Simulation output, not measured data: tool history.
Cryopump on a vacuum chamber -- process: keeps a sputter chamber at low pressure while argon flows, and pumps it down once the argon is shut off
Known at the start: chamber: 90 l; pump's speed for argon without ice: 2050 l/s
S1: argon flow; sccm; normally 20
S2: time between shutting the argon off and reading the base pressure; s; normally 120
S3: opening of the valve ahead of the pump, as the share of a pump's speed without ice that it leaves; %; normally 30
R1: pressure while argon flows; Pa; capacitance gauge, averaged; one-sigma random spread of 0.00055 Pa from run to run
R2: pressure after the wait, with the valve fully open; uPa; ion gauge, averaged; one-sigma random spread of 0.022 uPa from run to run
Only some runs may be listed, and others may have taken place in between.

| run | hour | S1 | S2 | S3 | R1 | R2 |
|---|---|---|---|---|---|---|
| 1 | 0 | 20 | 120 | 30 | 0.0575 | 0.73 |
| 2 | 28.6 | 20 | 120 | 30 | 0.0584 | 0.76 |
| 3 | 63.1 | 20 | 120 | 30 | 0.0574 | 0.78 |
| 4 | 84.3 | 20 | 120 | 30 | 0.0582 | 0.78 |
| 5 | 109.4 | 20 | 120 | 30 | 0.058 | 0.83 |
| 6 | 136.2 | 20 | 120 | 30 | 0.0587 | 0.82 |
| 7 | 162.1 | 20 | 52 | 30 | 0.058 | 1.42 |
| 8 | 181.8 | 20 | 52 | 30 | 0.0572 | 1.36 |
| 9 | 218.9 | 20 | 52 | 30 | 0.0572 | 1.33 |
| 10 | 246 | 20 | 52 | 30 | 0.0586 | 1.4 |
| 11 | 285.9 | 20 | 120 | 30 | 0.0588 | 0.9 |
| 12 | 310.6 | 20 | 120 | 30 | 0.0594 | 0.87 |
| 13 | 340.4 | 20 | 120 | 30 | 0.0587 | 0.9 |
| 14 | 373.9 | 20 | 120 | 30 | 0.0585 | 0.9 |
| 15 | 392.6 | 20 | 120 | 30 | 0.0582 | 0.96 |
|  | 431.4 | pump warmed up, emptied and cooled again |
| 16 | 437.3 | 9 | 120 | 30 | 0.0241 | 0.87 |
| 17 | 474.6 | 9 | 120 | 30 | 0.0244 | 0.84 |
| 18 | 512.9 | 9 | 120 | 22 | 0.0333 | 0.86 |
| 19 | 534.3 | 9 | 120 | 22 | 0.0338 | 0.89 |
| 20 | 571.7 | 13 | 120 | 50 | 0.0223 | 0.88 |
| 21 | 593.3 | 13 | 120 | 50 | 0.0222 | 0.9 |
| 22 | 623.6 | 13 | 74 | 29 | 0.0374 | 1.16 |
| 23 | 647.5 | 13 | 27 | 24 | 0.0448 | 2.26 |
| 24 | 673.2 | 31 | 135 | 49 | 0.0527 | 0.85 |
| 25 | 697.6 | 31 | 135 | 49 | 0.0542 | 0.85 |
| 26 | 732.6 | 16 | 50 | 54 | 0.0246 | 1.46 |
| 27 | 756.3 | 20 | 120 | 34 | 0.0495 | 0.92 |
| 28 | 783.2 | 20 | 120 | 34 | 0.0497 | 0.96 |
| 29 | 806.1 | 9 | 168 | 34 | 0.0222 | 0.78 |
| 30 | 830.6 | 16 | 120 | 29 | 0.0469 | 0.93 |

The next listed run, before its measurement:
| 31 | 854.4 | 16 | 120 | 29 | ? | ? |

Run 31 produced R1 0.0461 Pa, R2 0.96 uPa.
Had the tool carried no hidden state, the very same run would have given R1 0.0448 Pa, R2 0.55 uPa.
